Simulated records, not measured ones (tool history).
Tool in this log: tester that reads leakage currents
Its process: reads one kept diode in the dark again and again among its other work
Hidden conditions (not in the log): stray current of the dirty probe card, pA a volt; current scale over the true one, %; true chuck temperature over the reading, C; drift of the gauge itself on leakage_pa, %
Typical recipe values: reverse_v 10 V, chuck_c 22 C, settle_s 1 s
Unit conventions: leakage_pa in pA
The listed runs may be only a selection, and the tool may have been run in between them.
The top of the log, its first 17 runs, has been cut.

run	hour	reverse_v	chuck_c	settle_s	hours of work since the probe card was cleaned	hours of work since the tester was calibrated	hours of work since the chuck was calibrated	leakage_pa
18	1967.3	1.2	22	1	1817	765	348	48.19
19	2090.6	1.2	40	1	1913	862	445	185.38
20	2242.4	10	22	3.83	2032	981	563	122.25
21	2324.6	8.4	20	3.82	2096	1045	628	98.09
22	2443.7	8.4	30	0.75	2189	1138	721	206.58
23	2526.6	8.4	30	0.75	2254	1203	786	207.55
24	2656.8	8.4	30	0.75	2356	1305	888	208.16
25	2765.5	8.4	30	0.75	2441	1390	973	210.18
26	2846.5	8.4	24	4.47	2504	1453	1036	136.18
# hour 2939.9: chuck's temperature calibrated
27	2966.7	8.4	24	4.47	2596	1545	21	130.98
28	3037.1	8.9	37	9.17	2651	1600	76	339.41
29	3183.5	8.9	39	0.78	2766	1715	191	394.11
30	3322.9	5.9	29	5.04	2875	1824	300	163.96
31	3426.2	5.9	29	6.63	2956	1905	380	165.23
32	3502.5	1.9	48	1	3015	1964	440	395.37
33	3628.1	1.9	40	1	3114	2063	538	229.76
34	3724.9	1.9	40	1	3189	2138	614	229.97
35	3870.3	6.9	45	0.84	3303	2252	728	555.12
36	3972.2	11.6	45	0.84	3383	2332	807	690.59
37	4062.8	19.5	20	0.98	3454	2402	878	162.93
38	4180.6	19.5	52	1	3546	2495	970	1367.39
39	4308.6	5	22	3.57	3646	2595	1070	97.66

Here are 4 independent what-if runs from the current tool condition. What would each one return?
# hour 4321.2: probe card cleaned and baked
# hour 4367.2: chuck's temperature calibrated
A	4401.7	10	22	4.31	61	2664	27	?
# hour 4321.2: probe card cleaned and baked
# hour 4367.2: chuck's temperature calibrated
B	4401.7	10	49	0.31	61	2664	27	?
# hour 4321.2: probe card cleaned and baked
# hour 4367.2: chuck's temperature calibrated
C	4401.7	14.1	58	1	61	2664	27	?
# hour 4321.2: probe card cleaned and baked
# hour 4367.2: chuck's temperature calibrated
D	4401.7	18.2	39	1	61	2664	27	?

run	leakage_pa
A	110.09
B	802.13
C	1657.87
D	505.14
What these runs would have given with no unlogged condition in the tool:
run	leakage_pa
A	108.36
B	791
C	1634.8
D	497.87
